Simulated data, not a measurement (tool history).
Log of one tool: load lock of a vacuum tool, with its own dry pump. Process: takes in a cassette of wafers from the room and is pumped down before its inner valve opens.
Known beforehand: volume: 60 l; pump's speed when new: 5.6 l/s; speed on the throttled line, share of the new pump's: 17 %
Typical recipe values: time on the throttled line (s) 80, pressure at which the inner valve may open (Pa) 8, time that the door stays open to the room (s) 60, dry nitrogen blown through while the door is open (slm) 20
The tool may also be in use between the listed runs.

| run | hour | time on the throttled line (s) | pressure at which the inner valve may open (Pa) | time that the door stays open to the room (s) | dry nitrogen blown through while the door is open (slm) | incoming humidity of the room's air, % | time from the closed door until the inner valve may open (s) | rise of the pressure with all valves shut (Pa/min) |
|---|---|---|---|---|---|---|---|---|
| 1 | 0.0 | 80 | 8 | 60 | 20 | 43.0 | 174.8 | 0.215 |
| 2 | 512.0 | 80 | 8 | 60 | 20 | 43.8 | 174.3 | 0.259 |
| 3 | 960.0 | 80 | 8 | 60 | 20 | 44.8 | 174.6 | 0.298 |
| 4 | 1204.2 | 80 | 9 | 60 | 20 | 44.1 | 173.9 | 0.311 |
| 5 | 1511.9 | 80 | 9 | 60 | 20 | 41.8 | 173.4 | 0.348 |
| 6 | 2030.6 | 80 | 8 | 60 | 20 | 46.0 | 177.0 | 0.416 |
| 7 | 2404.1 | 80 | 8 | 60 | 20 | 43.5 | 178.7 | 0.464 |
| 8 | 2792.0 | 80 | 9 | 60 | 20 | 43.9 | 178.0 | 0.511 |
|  | 3232.9 | door's seal changed, seat wiped |
| 9 | 3303.2 | 80 | 8 | 232 | 20 | 43.7 | 178.4 | 0.044 |
| 10 | 3719.7 | 80 | 8 | 60 | 20 | 44.0 | 177.9 | 0.032 |
| 11 | 4152.7 | 80 | 8 | 60 | 20 | 46.2 | 181.2 | 0.050 |
| 12 | 4520.5 | 80 | 8 | 60 | 20 | 42.0 | 182.5 | 0.069 |
| 13 | 5065.9 | 80 | 8 | 60 | 20 | 44.5 | 181.2 | 0.093 |
| 14 | 5333.3 | 80 | 8 | 60 | 6 | 43.1 | 183.5 | 0.121 |
| 15 | 5668.4 | 80 | 8 | 60 | 6 | 45.9 | 182.9 | 0.146 |
| 16 | 6015.2 | 80 | 8 | 60 | 6 | 45.9 | 185.1 | 0.160 |
| 17 | 6533.3 | 80 | 8 | 60 | 6 | 47.1 | 185.3 | 0.205 |
| 18 | 7024.3 | 80 | 8 | 60 | 6 | 44.7 | 184.6 | 0.243 |
| 19 | 7563.2 | 41 | 12 | 184 | 9 | 44.6 | 149.0 | 0.314 |
| 20 | 7795.0 | 41 | 8 | 60 | 20 | 42.9 | 155.6 | 0.304 |
| 21 | 8222.0 | 41 | 8 | 60 | 20 | 43.8 | 155.3 | 0.348 |
| 22 | 8444.5 | 104 | 12 | 60 | 20 | 41.5 | 199.1 | 0.367 |
| 23 | 8778.7 | 104 | 12 | 60 | 20 | 45.6 | 202.0 | 0.408 |
| 24 | 9147.4 | 120 | 10 | 60 | 22 | 44.6 | 218.2 | 0.443 |
| 25 | 9677.4 | 75 | 8 | 60 | 22 | 44.7 | 188.0 | 0.515 |
| 26 | 10126.7 | 75 | 8 | 60 | 22 | 44.0 | 187.4 | 0.558 |
|  | 10314.3 | door's seal changed, seat wiped |
| 27 | 10354.8 | 75 | 8 | 60 | 22 | 43.0 | 188.6 | 0.021 |
| 28 | 10783.9 | 75 | 10 | 60 | 22 | 44.2 | 186.6 | 0.027 |
| 29 | 11333.8 | 75 | 10 | 60 | 22 | 45.5 | 184.4 | 0.048 |
| 30 | 11703.5 | 75 | 10 | 60 | 22 | 46.4 | 187.9 | 0.065 |
| 31 | 12186.2 | 80 | 6 | 208 | 5 | 42.4 | 202.3 | 0.131 |
| 32 | 12442.1 | 62 | 12 | 79 | 21 | 44.7 | 176.8 | 0.110 |
| 33 | 12720.3 | 80 | 9 | 60 | 20 | 41.7 | 198.6 | 0.118 |
| 34 | 12957.1 | 80 | 9 | 60 | 20 | 45.5 | 195.7 | 0.136 |
| 35 | 13396.1 | 62 | 8 | 75 | 20 | 46.2 | 185.9 | 0.165 |
| 36 | 13771.4 | 139 | 8 | 42 | 20 | 45.3 | 246.8 | 0.193 |

Alternative continuations, all from the tool just after run 36; predict every row:
| A | 14212.4 | 139 | 8 | 30 | 9 | 45.0 | ? | ? |
| B | 14212.4 | 139 | 8 | 42 | 6 | 49.4 | ? | ? |
| C | 14212.4 | 66 | 8 | 27 | 22 | 44.6 | ? | ? |
| D | 14212.4 | 139 | 14 | 42 | 20 | 42.8 | ? | ? |

| run | time from the closed door until the inner valve may open (s) | rise of the pressure with all valves shut (Pa/min) |
|---|---|---|
| A | 248.6 | 0.230 |
| B | 247.3 | 0.236 |
| C | 189.3 | 0.224 |
| D | 238.2 | 0.223 |
Stripped of hidden state, with their random variation kept, the same runs would have yielded:
| run | time from the closed door until the inner valve may open (s) | rise of the pressure with all valves shut (Pa/min) |
|---|---|---|
| A | 218.7 | 0.017 |
| B | 217.7 | 0.020 |
| C | 155.8 | 0.013 |
| D | 211.1 | 0.010 |
